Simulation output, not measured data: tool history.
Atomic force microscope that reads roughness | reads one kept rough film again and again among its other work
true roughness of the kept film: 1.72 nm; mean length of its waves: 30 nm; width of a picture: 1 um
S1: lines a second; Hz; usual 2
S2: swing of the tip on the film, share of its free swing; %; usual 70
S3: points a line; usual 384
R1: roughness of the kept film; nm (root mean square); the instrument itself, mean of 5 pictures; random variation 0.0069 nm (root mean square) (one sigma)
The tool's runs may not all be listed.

run    day    S1  S2   S3     R1
  1      0     2  70  384  1.414
  2  0.179     2  70  384  1.404
  3  0.508     2  70  384  1.391
  4  0.783     2  70  384  1.399
  5  1.042  1.69  70  384  1.426
  6  1.233     2  70  384  1.396
  7  1.558     2  70  384  1.403
  8  1.742     2  70  384  1.403
  9  1.933  0.52  70  384  1.541
 10  2.171  2.57  70  384  1.344
 11  2.529     2  70  504  1.405
 12    2.9     2  70  504  1.412
 13   3.15     2  70  428  1.394
 14  3.325     2  70  384  1.407
 15  3.562     2  70  384  1.398
 16  3.717     2  70  384  1.402
 17  3.875     2  59  384  1.494
 18  4.162     2  70  384  1.393
 19  4.312     2  70  384    1.4
 20  4.683     2  72  527  1.386
 21      5     2  72  627  1.386
 22  5.271     2  70  300  1.398
 23    5.5     2  70  300  1.387
 24   5.85  1.95  70  787  1.412
 25  6.083     2  57  384  1.487
 26  6.325     2  57  384  1.487
 27  6.633     2  57  384  1.497
 28  6.821  2.02  68  566  1.419
 29  7.067  2.18  64  561  1.443
 30  7.304     2  83  822  1.262
 31  7.496     2  72  310  1.367
 32  7.871     2  72  310  1.373
 33  8.204  0.57  70  384  1.528
 34  8.392  0.57  70  384  1.541
 35  8.596  0.52  68  507  1.542
 36  8.967  0.52  68  507  1.547
 37    9.3  0.66  70  436  1.515

Taken out of this log: 1 entry between the listed runs. Where each belongs, and how the hidden state differs across it:
Between runs 25 and 26: new tip fitted (day 6.296)
  radius of the tip, nm: 10.2 -> 10
